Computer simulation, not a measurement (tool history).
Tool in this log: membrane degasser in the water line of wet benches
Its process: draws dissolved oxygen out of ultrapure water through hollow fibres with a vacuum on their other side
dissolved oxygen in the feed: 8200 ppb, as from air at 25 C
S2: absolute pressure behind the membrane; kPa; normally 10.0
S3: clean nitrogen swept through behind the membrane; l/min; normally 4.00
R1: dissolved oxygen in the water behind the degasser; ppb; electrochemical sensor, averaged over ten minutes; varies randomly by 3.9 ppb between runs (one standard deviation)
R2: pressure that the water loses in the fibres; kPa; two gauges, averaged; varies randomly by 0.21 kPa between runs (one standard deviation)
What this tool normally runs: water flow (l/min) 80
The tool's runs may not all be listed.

{"run": 1, "hour": 0.0, "water flow (l/min)": 80, "S2": 10.0, "S3": 4.0, "R1": 420.0, "R2": 51.01}
{"run": 2, "hour": 89.4, "water flow (l/min)": 80, "S2": 10.0, "S3": 4.0, "R1": 408.2, "R2": 50.53}
{"run": 3, "hour": 195.8, "water flow (l/min)": 80, "S2": 10.0, "S3": 4.0, "R1": 412.3, "R2": 50.37}
{"run": 4, "hour": 313.7, "water flow (l/min)": 80, "S2": 10.0, "S3": 4.0, "R1": 411.1, "R2": 50.45}
{"run": 5, "hour": 407.3, "water flow (l/min)": 80, "S2": 10.0, "S3": 4.0, "R1": 412.1, "R2": 50.89}
{"run": 6, "hour": 488.8, "water flow (l/min)": 80, "S2": 10.0, "S3": 4.0, "R1": 418.9, "R2": 50.42}
{"run": 7, "hour": 618.7, "water flow (l/min)": 80, "S2": 10.0, "S3": 4.0, "R1": 414.2, "R2": 51.09}
{"run": 8, "hour": 787.7, "water flow (l/min)": 80, "S2": 10.0, "S3": 4.0, "R1": 412.5, "R2": 50.92}
{"run": 9, "hour": 920.6, "water flow (l/min)": 80, "S2": 10.0, "S3": 4.0, "R1": 419.3, "R2": 50.6}
{"run": 10, "hour": 1013.8, "water flow (l/min)": 80, "S2": 10.7, "S3": 4.0, "R1": 448.8, "R2": 51.13}
{"run": 11, "hour": 1101.2, "water flow (l/min)": 80, "S2": 10.0, "S3": 1.88, "R1": 679.2, "R2": 50.52}
{"run": 12, "hour": 1258.7, "water flow (l/min)": 80, "S2": 8.7, "S3": 4.0, "R1": 375.2, "R2": 50.63}
{"run": 13, "hour": 1423.3, "water flow (l/min)": 80, "S2": 8.7, "S3": 4.0, "R1": 371.2, "R2": 50.84}
{"run": 14, "hour": 1581.2, "water flow (l/min)": 95, "S2": 10.0, "S3": 4.0, "R1": 504.1, "R2": 60.54}
{"run": 15, "hour": 1667.4, "water flow (l/min)": 69, "S2": 10.0, "S3": 4.0, "R1": 368.0, "R2": 43.97}
{"run": 16, "hour": 1781.9, "water flow (l/min)": 64, "S2": 15.9, "S3": 7.82, "R1": 333.0, "R2": 40.84}
{"run": 17, "hour": 1862.9, "water flow (l/min)": 119, "S2": 16.8, "S3": 3.62, "R1": 1060.2, "R2": 76.6}
{"run": 18, "hour": 2028.3, "water flow (l/min)": 74, "S2": 10.0, "S3": 2.34, "R1": 562.3, "R2": 47.48}
{"run": 19, "hour": 2115.8, "water flow (l/min)": 102, "S2": 13.5, "S3": 11.83, "R1": 383.4, "R2": 64.78}
{"run": 20, "hour": 2192.2, "water flow (l/min)": 107, "S2": 10.0, "S3": 4.0, "R1": 571.4, "R2": 68.87}
{"run": 21, "hour": 2342.1, "water flow (l/min)": 67, "S2": 10.0, "S3": 2.98, "R1": 443.7, "R2": 42.57}
{"run": 22, "hour": 2419.5, "water flow (l/min)": 90, "S2": 23.5, "S3": 3.02, "R1": 1255.7, "R2": 57.78}
{"run": 23, "hour": 2561.6, "water flow (l/min)": 80, "S2": 10.0, "S3": 3.62, "R1": 468.8, "R2": 51.05}
{"run": 24, "hour": 2707.3, "water flow (l/min)": 80, "S2": 10.0, "S3": 3.62, "R1": 458.6, "R2": 51.71}
{"run": 25, "hour": 2842.0, "water flow (l/min)": 55, "S2": 15.1, "S3": 2.16, "R1": 700.1, "R2": 35.29}
{"run": 26, "hour": 2925.9, "water flow (l/min)": 62, "S2": 6.1, "S3": 8.7, "R1": 146.7, "R2": 39.94}
{"run": 27, "hour": 3061.5, "water flow (l/min)": 50, "S2": 11.7, "S3": 6.46, "R1": 227.6, "R2": 32.31}

Alternative continuations, all from the tool just after run 27; predict every row:
{"run": "A", "hour": 3168.2, "water flow (l/min)": 50, "S2": 16.0, "S3": 6.46, "R1": "?", "R2": "?"}
{"run": "B", "hour": 3168.2, "water flow (l/min)": 68, "S2": 22.7, "S3": 5.93, "R1": "?", "R2": "?"}
{"run": "C", "hour": 3168.2, "water flow (l/min)": 71, "S2": 11.7, "S3": 7.44, "R1": "?", "R2": "?"}

run=A R1=301.3 R2=32.13
run=B R1=599.0 R2=43.74
run=C R1=298.9 R2=45.70
With the hidden condition removed and each run's random variation left untouched, the same runs would have given:
run=A R1=277.7 R2=30.65
run=B R1=566.8 R2=41.73
run=C R1=267.5 R2=43.60

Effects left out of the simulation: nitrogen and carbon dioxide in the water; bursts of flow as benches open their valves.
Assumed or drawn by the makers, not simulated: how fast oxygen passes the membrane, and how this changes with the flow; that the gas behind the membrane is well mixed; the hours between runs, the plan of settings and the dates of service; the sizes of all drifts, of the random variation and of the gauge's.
